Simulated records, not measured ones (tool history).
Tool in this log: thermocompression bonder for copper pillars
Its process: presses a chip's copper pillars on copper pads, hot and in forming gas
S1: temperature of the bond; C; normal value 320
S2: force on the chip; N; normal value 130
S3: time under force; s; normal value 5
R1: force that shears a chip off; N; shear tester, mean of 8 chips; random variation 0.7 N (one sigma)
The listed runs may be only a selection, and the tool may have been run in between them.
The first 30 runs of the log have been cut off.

At day 33.904: forming gas filter changed.
Run 31, day 34.996: usual settings but S1 327 C, S3 3 s. Result: R1 41.6 N.
Run 32, day 36.508: usual settings but S1 335 C, S3 3 s. Result: R1 46.6 N.
Run 33, day 38.150: usual settings but S1 347 C, S3 12 s. Result: R1 78.8 N.
Run 34, day 39.446: usual settings but S1 314 C, S2 103 N, S3 3 s. Result: R1 30.9 N.
Run 35, day 40.396: usual settings but S1 314 C, S2 103 N, S3 3 s. Result: R1 31.2 N.
Run 36, day 41.929: usual settings but S1 314 C, S2 103 N, S3 3 s. Result: R1 30.2 N.
Run 37, day 43.358: usual settings but S1 314 C, S2 103 N, S3 3 s. Result: R1 29.9 N.
Run 38, day 44.629: usual settings but S1 301 C, S3 4 s. Result: R1 31.1 N.
Run 39, day 45.817: usual settings but S1 313 C, S2 125 N, S3 3 s. Result: R1 33.8 N.

3 options for the next run, each taken on its own from the tool as it stands now. Forecast them:
Run A, day 46.492: usual settings but S1 307 C, S2 123 N. Result: R1 ?.
Run B, day 46.492: usual settings but S2 146 N, S3 10 s. Result: R1 ?.
Run C, day 46.492: usual settings but S1 313 C, S2 125 N. Result: R1 ?.

run    R1
  A  36.2
  B  58.9
  C  40.1
Without the tool's hidden state the same runs would have given:
run    R1
  A  39.3
  B  64.1
  C  43.7

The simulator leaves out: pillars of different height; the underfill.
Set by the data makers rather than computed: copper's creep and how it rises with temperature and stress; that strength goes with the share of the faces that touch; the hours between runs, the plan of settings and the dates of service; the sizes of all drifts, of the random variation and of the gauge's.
